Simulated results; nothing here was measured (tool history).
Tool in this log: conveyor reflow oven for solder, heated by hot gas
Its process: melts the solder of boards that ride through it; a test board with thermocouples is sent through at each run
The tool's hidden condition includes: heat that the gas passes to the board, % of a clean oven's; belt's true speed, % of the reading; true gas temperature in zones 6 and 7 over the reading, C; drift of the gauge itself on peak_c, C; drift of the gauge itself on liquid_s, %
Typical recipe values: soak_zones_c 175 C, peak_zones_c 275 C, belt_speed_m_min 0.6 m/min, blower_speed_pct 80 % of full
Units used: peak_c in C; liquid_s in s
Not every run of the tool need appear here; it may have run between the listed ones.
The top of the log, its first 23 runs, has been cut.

run   hour  soak_zones_c  peak_zones_c  belt_speed_m_min  blower_speed_pct  hours of work since the flux was cleaned out  hours of work since the belt drive was overhauled  hours of work since the thermocouples were changed  peak_c  liquid_s
 24    522           175           275             0.568                89                                           283                                                758                                                 626   259.6      60.5
 25  554.9           175           275             0.495                80                                           297                                                772                                                 640   261.8      71.6
 26  582.3           175           275             0.495                80                                           308                                                783                                                 652   261.1      71.1
 27    610           175           275             0.495                80                                           320                                                795                                                 663   261.2      71.3
 28  624.9           188           274             0.495                80                                           326                                                801                                                 670   262.3      77.4
 29  646.3           188           274             0.495                80                                           335                                                810                                                 679   262.5      77.1
 30  674.9           165           274             0.495                80                                           347                                                823                                                 691   258.8        66
 31    692           165           274             0.495                80                                           355                                                830                                                 698   258.9      65.6

3 options for the next run, each taken on its own from the tool as it stands now. Forecast them:
  A  713.2           175           283             0.513                74                                           364                                                839                                                 707       ?         ?
  B  713.2           189           279             0.495                53                                           364                                                839                                                 707       ?         ?
  C  713.2           165           283             0.493                67                                           364                                                839                                                 707       ?         ?

run  peak_c  liquid_s
  A   265.3      70.5
  B   259.3      74.4
  C   262.8      68.3
What these runs would have given with no unlogged condition in the tool:
run  peak_c  liquid_s
  A   267.3      70.8
  B   260.5      74.4
  C   264.8      68.9

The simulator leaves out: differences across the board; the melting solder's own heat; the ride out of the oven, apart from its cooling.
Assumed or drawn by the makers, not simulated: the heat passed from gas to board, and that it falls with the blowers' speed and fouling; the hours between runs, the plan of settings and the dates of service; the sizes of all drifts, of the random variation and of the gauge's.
